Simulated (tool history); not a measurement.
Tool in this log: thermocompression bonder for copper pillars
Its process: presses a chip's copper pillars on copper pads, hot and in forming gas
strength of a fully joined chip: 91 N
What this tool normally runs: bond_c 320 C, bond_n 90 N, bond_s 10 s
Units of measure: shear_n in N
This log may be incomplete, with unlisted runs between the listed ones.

| run | day | bond_c | bond_n | bond_s | shear_n |
|---|---|---|---|---|---|
| 1 | 0.000 | 320 | 90 | 10 | 38.0 |
| 2 | 0.258 | 320 | 90 | 10 | 37.8 |
| 3 | 0.733 | 320 | 90 | 10 | 39.2 |
| 4 | 1.238 | 320 | 90 | 10 | 37.5 |
| 5 | 1.700 | 330 | 90 | 10 | 41.0 |
| 6 | 1.975 | 330 | 90 | 10 | 41.8 |
| 7 | 2.292 | 330 | 90 | 22 | 54.4 |
| 8 | 2.808 | 320 | 90 | 10 | 38.8 |
| 9 | 3.083 | 320 | 73 | 10 | 33.5 |
| 10 | 3.492 | 320 | 73 | 17 | 41.2 |
| 11 | 3.838 | 320 | 73 | 17 | 42.3 |
| 12 | 4.133 | 297 | 90 | 10 | 30.8 |
| 13 | 4.629 | 297 | 90 | 10 | 30.6 |
| 14 | 4.988 | 330 | 127 | 10 | 48.5 |
| 15 | 5.312 | 338 | 91 | 13 | 48.4 |
| 16 | 5.654 | 338 | 91 | 13 | 48.1 |
| 17 | 6.058 | 320 | 79 | 23 | 48.0 |
| 18 | 6.483 | 321 | 73 | 10 | 34.8 |
| 19 | 7.054 | 321 | 73 | 10 | 34.5 |
| 20 | 7.542 | 321 | 73 | 10 | 34.6 |
| 21 | 7.992 | 321 | 73 | 10 | 34.7 |
| 22 | 8.450 | 309 | 66 | 8 | 26.3 |
| 23 | 8.788 | 320 | 124 | 10 | 45.1 |

Not shown: 1 entry that the log had between the listed runs. Between which runs, and how does the tool's hidden state differ before and after?
Run 18 -> run 19: forming gas filter changed (day 6.629)
  oxide that the forming gas leaves, % of the face: 0.74 -> 0.51
